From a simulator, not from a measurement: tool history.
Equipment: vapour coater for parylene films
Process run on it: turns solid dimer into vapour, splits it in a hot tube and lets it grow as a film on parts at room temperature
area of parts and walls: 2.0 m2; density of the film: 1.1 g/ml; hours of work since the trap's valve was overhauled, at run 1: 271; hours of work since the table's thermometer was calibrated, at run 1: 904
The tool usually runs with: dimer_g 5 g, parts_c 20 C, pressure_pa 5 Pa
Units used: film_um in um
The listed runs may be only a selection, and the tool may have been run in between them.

run    hour  dimer_g  parts_c  pressure_pa  hours of work since the trap's valve was overhauled  hours of work since the table's thermometer was calibrated  film_um
  1       0        5       20            5                                                  271                                                         904    1.461
  2    78.4        5       20            5                                                  306                                                         939    1.468
  3   136.3        5       20            5                                                  333                                                         966    1.454
  4   205.2        5       20            5                                                  364                                                         997    1.427
  5   283.9        5       20            5                                                  400                                                        1033    1.437
  6   334.2        5       20            5                                                  423                                                        1056    1.456
  7     384        5       20            5                                                  446                                                        1079     1.45
  8   428.2        5       20            5                                                  466                                                        1099    1.421
  9   507.5        5       20            5                                                  502                                                        1135    1.421
 10     547        5       24            5                                                  520                                                        1153    1.186
 11   602.1        5       24            5                                                  546                                                        1179    1.184
 12   667.4        5       16            5                                                  575                                                        1208    1.688
 13   745.6        5       20            5                                                  611                                                        1244    1.412
      788.8  -- trap's valve overhauled
      806.3  -- table's thermometer calibrated
 14   824.1        5       20            5                                                   16                                                           8    1.511
 15   903.6        5       20            5                                                   52                                                          44    1.502
 16   979.7        4       20            5                                                   87                                                          79    1.213
 17  1021.4        5       20            5                                                  106                                                          98    1.496
 18  1063.2        5       14            5                                                  125                                                         117    1.963
 19  1140.1        5       20            5                                                  160                                                         152    1.484
 20  1205.3        5       20            5                                                  190                                                         182    1.495
 21    1261        5       25            5                                                  215                                                         208     1.19
 22  1318.1        4       25            5                                                  241                                                         234    0.947
 23  1390.2        4       25            5                                                  274                                                         267    0.945
 24  1461.8        4       25            5                                                  307                                                         299    0.946
 25  1501.2        4       25            5                                                  325                                                         317    0.927
 26  1546.4        5       20         7.51                                                  346                                                         338    1.425
 27  1589.1        3       20         9.15                                                  365                                                         358     0.83
 28  1627.8        5       20         9.15                                                  383                                                         375    1.387
 29  1687.6        5       20         9.15                                                  410                                                         403    1.363
 30  1752.7        5       22         9.15                                                  440                                                         432    1.252
 31  1791.6        5       26         9.97                                                  458                                                         450    1.028
 32  1830.6        5       26         9.97                                                  475                                                         468    1.027
 33  1901.4        3       26         3.56                                                  508                                                         500    0.687

Run 34, settings as shown, results not yet in. Your forecast:
 34  1961.8        3       26         3.56                                                  535                                                         528        ?

Run 34 came out at film_um 0.688 um.
Without the tool's hidden state the same run would have given film_um 0.722 um.

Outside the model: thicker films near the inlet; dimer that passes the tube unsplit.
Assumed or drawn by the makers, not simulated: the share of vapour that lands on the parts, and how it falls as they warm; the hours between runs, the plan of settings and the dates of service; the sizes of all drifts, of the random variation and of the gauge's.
